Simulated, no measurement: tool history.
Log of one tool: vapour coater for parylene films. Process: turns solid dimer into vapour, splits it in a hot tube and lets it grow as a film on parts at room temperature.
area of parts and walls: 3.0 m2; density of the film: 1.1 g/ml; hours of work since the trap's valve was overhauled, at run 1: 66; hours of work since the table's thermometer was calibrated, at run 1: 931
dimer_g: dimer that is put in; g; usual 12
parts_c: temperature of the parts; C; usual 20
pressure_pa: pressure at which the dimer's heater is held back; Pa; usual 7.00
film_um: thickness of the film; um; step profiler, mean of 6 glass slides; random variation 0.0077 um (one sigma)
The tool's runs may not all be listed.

run,hour,dimer_g,parts_c,pressure_pa,hours of work since the trap's valve was overhauled,hours of work since the table's thermometer was calibrated,film_um
1,0.0,12,20,7.00,66,931,2.046
2,19.9,12,20,7.00,79,944,2.035
3,54.1,12,20,7.00,100,965,2.032
4,77.7,12,23,7.00,115,980,1.847
5,103.4,12,20,7.00,131,996,2.032
6,135.2,12,20,7.00,151,1016,2.028
7,163.6,12,20,7.00,169,1034,2.010
8,180.7,22,20,7.00,179,1044,3.728
9,208.3,22,20,7.00,197,1062,3.690
10,234.4,22,20,7.00,213,1078,3.709
11,270.7,12,20,3.70,236,1101,2.189
12,296.9,12,20,3.70,252,1117,2.204
13,335.3,12,20,3.70,276,1141,2.184
14,373.3,12,20,3.70,300,1165,2.195
15,401.3,12,20,3.70,317,1183,2.196
# hour 408.0: trap's valve overhauled
16,427.9,7,20,7.00,12,1197,1.160
# hour 453.9: table's thermometer calibrated
17,460.3,7,20,7.00,32,4,1.106
18,494.3,7,18,9.38,53,25,1.133
19,518.9,7,18,9.38,69,41,1.124
20,542.2,7,18,9.38,83,55,1.127
# hour 549.5: trap's valve overhauled, once more
21,562.9,12,32,3.61,8,66,1.476
22,582.7,12,32,3.61,21,78,1.483
23,609.2,12,32,3.61,37,95,1.470
24,633.0,8,24,8.54,52,110,1.132
25,651.8,5,17,4.17,64,121,0.985
26,688.5,17,31,7.00,87,144,1.963
27,719.6,20,18,3.33,107,164,3.917
28,737.9,13,20,6.67,118,175,2.155
29,769.5,11,17,4.87,138,195,2.116
30,793.8,11,17,4.87,153,210,2.111
31,830.4,11,17,4.87,176,233,2.116
32,869.6,12,14,11.49,200,258,2.236
33,907.8,12,14,11.49,224,282,2.249
34,927.0,12,14,11.49,236,294,2.233

3 ways to go on from here, each from the tool as it stands after run 34. What would each give?
A,950.1,11,23,7.22,251,308,?
B,950.1,9,14,8.70,251,308,?
C,950.1,12,28,7.30,251,308,?

run,film_um
A,1.620
B,1.745
C,1.497
Without the tool's hidden state the same runs would have given:
run,film_um
A,1.661
B,1.789
C,1.534
